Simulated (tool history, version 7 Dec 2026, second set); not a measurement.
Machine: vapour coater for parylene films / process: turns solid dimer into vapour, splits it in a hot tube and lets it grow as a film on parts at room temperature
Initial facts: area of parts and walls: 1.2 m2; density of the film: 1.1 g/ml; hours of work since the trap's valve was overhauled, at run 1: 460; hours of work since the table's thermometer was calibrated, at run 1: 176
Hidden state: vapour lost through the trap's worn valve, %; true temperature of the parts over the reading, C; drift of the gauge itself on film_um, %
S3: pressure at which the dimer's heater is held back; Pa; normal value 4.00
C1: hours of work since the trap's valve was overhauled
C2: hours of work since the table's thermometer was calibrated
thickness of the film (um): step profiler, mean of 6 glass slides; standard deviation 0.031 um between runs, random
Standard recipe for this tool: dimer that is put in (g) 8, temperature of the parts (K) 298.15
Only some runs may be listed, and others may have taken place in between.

run 1 day=0.000 | dimer_that_is_put_in_(g)=8 temperature_of_the_parts_(K)=298.15 S3=4.00 | C1=460 C2=176 | thickness_of_the_film_(um)=2.77
run 2 day=0.358 | dimer_that_is_put_in_(g)=8 temperature_of_the_parts_(K)=298.15 S3=4.00 | C1=464 C2=180 | thickness_of_the_film_(um)=2.70
run 3 day=0.921 | dimer_that_is_put_in_(g)=8 temperature_of_the_parts_(K)=298.15 S3=4.00 | C1=471 C2=188 | thickness_of_the_film_(um)=2.69
run 4 day=1.192 | dimer_that_is_put_in_(g)=10 temperature_of_the_parts_(K)=298.15 S3=4.00 | C1=475 C2=191 | thickness_of_the_film_(um)=3.42
run 5 day=1.638 | dimer_that_is_put_in_(g)=12 temperature_of_the_parts_(K)=298.15 S3=4.00 | C1=480 C2=197 | thickness_of_the_film_(um)=4.10
run 6 day=2.112 | dimer_that_is_put_in_(g)=12 temperature_of_the_parts_(K)=298.15 S3=4.00 | C1=486 C2=203 | thickness_of_the_film_(um)=4.07
run 7 day=2.717 | dimer_that_is_put_in_(g)=12 temperature_of_the_parts_(K)=298.15 S3=4.00 | C1=494 C2=211 | thickness_of_the_film_(um)=4.03
run 8 day=3.108 | dimer_that_is_put_in_(g)=12 temperature_of_the_parts_(K)=298.15 S3=4.00 | C1=499 C2=216 | thickness_of_the_film_(um)=4.09
run 9 day=3.567 | dimer_that_is_put_in_(g)=8 temperature_of_the_parts_(K)=298.15 S3=4.00 | C1=505 C2=221 | thickness_of_the_film_(um)=2.68
run 10 day=4.129 | dimer_that_is_put_in_(g)=8 temperature_of_the_parts_(K)=298.15 S3=4.00 | C1=512 C2=229 | thickness_of_the_film_(um)=2.71
run 11 day=4.592 | dimer_that_is_put_in_(g)=8 temperature_of_the_parts_(K)=298.15 S3=2.39 | C1=518 C2=234 | thickness_of_the_film_(um)=3.07
run 12 day=5.050 | dimer_that_is_put_in_(g)=8 temperature_of_the_parts_(K)=305.15 S3=2.39 | C1=524 C2=240 | thickness_of_the_film_(um)=2.67
run 13 day=5.488 | dimer_that_is_put_in_(g)=10 temperature_of_the_parts_(K)=298.15 S3=4.00 | C1=529 C2=246 | thickness_of_the_film_(um)=3.40
run 14 day=5.762 | dimer_that_is_put_in_(g)=8 temperature_of_the_parts_(K)=298.15 S3=4.00 | C1=533 C2=249 | thickness_of_the_film_(um)=2.65
run 15 day=6.229 | dimer_that_is_put_in_(g)=8 temperature_of_the_parts_(K)=298.15 S3=4.00 | C1=539 C2=255 | thickness_of_the_film_(um)=2.67
run 16 day=6.612 | dimer_that_is_put_in_(g)=8 temperature_of_the_parts_(K)=298.15 S3=3.53 | C1=544 C2=260 | thickness_of_the_film_(um)=2.74
-- day=6.700 table's thermometer calibrated
run 17 day=7.125 | dimer_that_is_put_in_(g)=8 temperature_of_the_parts_(K)=298.15 S3=3.53 | C1=550 C2=5 | thickness_of_the_film_(um)=2.76
run 18 day=7.754 | dimer_that_is_put_in_(g)=8 temperature_of_the_parts_(K)=298.15 S3=4.00 | C1=558 C2=13 | thickness_of_the_film_(um)=2.63
run 19 day=8.346 | dimer_that_is_put_in_(g)=8 temperature_of_the_parts_(K)=298.15 S3=4.00 | C1=565 C2=21 | thickness_of_the_film_(um)=2.67
run 20 day=8.858 | dimer_that_is_put_in_(g)=8 temperature_of_the_parts_(K)=298.15 S3=4.00 | C1=572 C2=27 | thickness_of_the_film_(um)=2.61
-- day=9.288 table's thermometer calibrated, once more
run 21 day=9.417 | dimer_that_is_put_in_(g)=8 temperature_of_the_parts_(K)=298.15 S3=4.00 | C1=579 C2=2 | thickness_of_the_film_(um)=2.63
run 22 day=9.746 | dimer_that_is_put_in_(g)=7 temperature_of_the_parts_(K)=302.15 S3=5.55 | C1=583 C2=6 | thickness_of_the_film_(um)=2.00
run 23 day=10.233 | dimer_that_is_put_in_(g)=5 temperature_of_the_parts_(K)=293.15 S3=4.00 | C1=589 C2=12 | thickness_of_the_film_(um)=1.76
run 24 day=10.546 | dimer_that_is_put_in_(g)=8 temperature_of_the_parts_(K)=296.15 S3=4.00 | C1=593 C2=16 | thickness_of_the_film_(um)=2.74
run 25 day=10.967 | dimer_that_is_put_in_(g)=9 temperature_of_the_parts_(K)=295.15 S3=4.00 | C1=598 C2=21 | thickness_of_the_film_(um)=3.10
run 26 day=11.238 | dimer_that_is_put_in_(g)=8 temperature_of_the_parts_(K)=294.15 S3=9.83 | C1=602 C2=25 | thickness_of_the_film_(um)=2.25
run 27 day=11.662 | dimer_that_is_put_in_(g)=5 temperature_of_the_parts_(K)=293.15 S3=10.11 | C1=607 C2=30 | thickness_of_the_film_(um)=1.38
run 28 day=12.112 | dimer_that_is_put_in_(g)=5 temperature_of_the_parts_(K)=307.15 S3=2.47 | C1=613 C2=36 | thickness_of_the_film_(um)=1.59
run 29 day=12.442 | dimer_that_is_put_in_(g)=5 temperature_of_the_parts_(K)=307.15 S3=2.47 | C1=617 C2=40 | thickness_of_the_film_(um)=1.56
run 30 day=12.712 | dimer_that_is_put_in_(g)=7 temperature_of_the_parts_(K)=303.15 S3=2.08 | C1=621 C2=44 | thickness_of_the_film_(um)=2.51
run 31 day=13.129 | dimer_that_is_put_in_(g)=7 temperature_of_the_parts_(K)=303.15 S3=2.08 | C1=626 C2=49 | thickness_of_the_film_(um)=2.47
run 32 day=13.446 | dimer_that_is_put_in_(g)=4 temperature_of_the_parts_(K)=300.15 S3=6.72 | C1=630 C2=53 | thickness_of_the_film_(um)=1.09
run 33 day=13.742 | dimer_that_is_put_in_(g)=4 temperature_of_the_parts_(K)=300.15 S3=6.72 | C1=634 C2=57 | thickness_of_the_film_(um)=1.14
run 34 day=14.238 | dimer_that_is_put_in_(g)=11 temperature_of_the_parts_(K)=297.15 S3=2.94 | C1=640 C2=63 | thickness_of_the_film_(um)=3.90
run 35 day=14.750 | dimer_that_is_put_in_(g)=8 temperature_of_the_parts_(K)=298.15 S3=4.23 | C1=647 C2=70 | thickness_of_the_film_(um)=2.57
run 36 day=15.083 | dimer_that_is_put_in_(g)=8 temperature_of_the_parts_(K)=298.15 S3=4.23 | C1=651 C2=74 | thickness_of_the_film_(um)=2.55
-- day=15.300 trap's valve overhauled
run 37 day=15.862 | dimer_that_is_put_in_(g)=8 temperature_of_the_parts_(K)=298.15 S3=2.83 | C1=7 C2=82 | thickness_of_the_film_(um)=3.31
run 38 day=16.425 | dimer_that_is_put_in_(g)=8 temperature_of_the_parts_(K)=299.15 S3=2.83 | C1=14 C2=89 | thickness_of_the_film_(um)=3.23
run 39 day=16.929 | dimer_that_is_put_in_(g)=5 temperature_of_the_parts_(K)=299.15 S3=2.83 | C1=21 C2=95 | thickness_of_the_film_(um)=2.00
run 40 day=17.417 | dimer_that_is_put_in_(g)=4 temperature_of_the_parts_(K)=290.15 S3=2.81 | C1=27 C2=102 | thickness_of_the_film_(um)=1.88
run 41 day=17.858 | dimer_that_is_put_in_(g)=4 temperature_of_the_parts_(K)=290.15 S3=2.81 | C1=33 C2=107 | thickness_of_the_film_(um)=1.86
run 42 day=18.221 | dimer_that_is_put_in_(g)=7 temperature_of_the_parts_(K)=292.15 S3=6.47 | C1=37 C2=112 | thickness_of_the_film_(um)=2.53

What if the next run were any one of these 5? Each begins from the tool's condition after run 42:
run A day=18.754 | dimer_that_is_put_in_(g)=4 temperature_of_the_parts_(K)=296.15 S3=10.27 | C1=44 C2=119 | thickness_of_the_film_(um)=?
run B day=18.754 | dimer_that_is_put_in_(g)=8 temperature_of_the_parts_(K)=303.15 S3=6.47 | C1=44 C2=119 | thickness_of_the_film_(um)=?
run C day=18.754 | dimer_that_is_put_in_(g)=9 temperature_of_the_parts_(K)=300.15 S3=10.17 | C1=44 C2=119 | thickness_of_the_film_(um)=?
run D day=18.754 | dimer_that_is_put_in_(g)=8 temperature_of_the_parts_(K)=299.15 S3=8.94 | C1=44 C2=119 | thickness_of_the_film_(um)=?
run E day=18.754 | dimer_that_is_put_in_(g)=10 temperature_of_the_parts_(K)=309.15 S3=6.47 | C1=44 C2=119 | thickness_of_the_film_(um)=?

run=A thickness_of_the_film_(um)=1.22
run=B thickness_of_the_film_(um)=2.45
run=C thickness_of_the_film_(um)=2.54
run=D thickness_of_the_film_(um)=2.42
run=E thickness_of_the_film_(um)=2.76
Stripped of hidden state, with their random variation kept, the same runs would have yielded:
run=A thickness_of_the_film_(um)=1.24
run=B thickness_of_the_film_(um)=2.48
run=C thickness_of_the_film_(um)=2.58
run=D thickness_of_the_film_(um)=2.45
run=E thickness_of_the_film_(um)=2.80
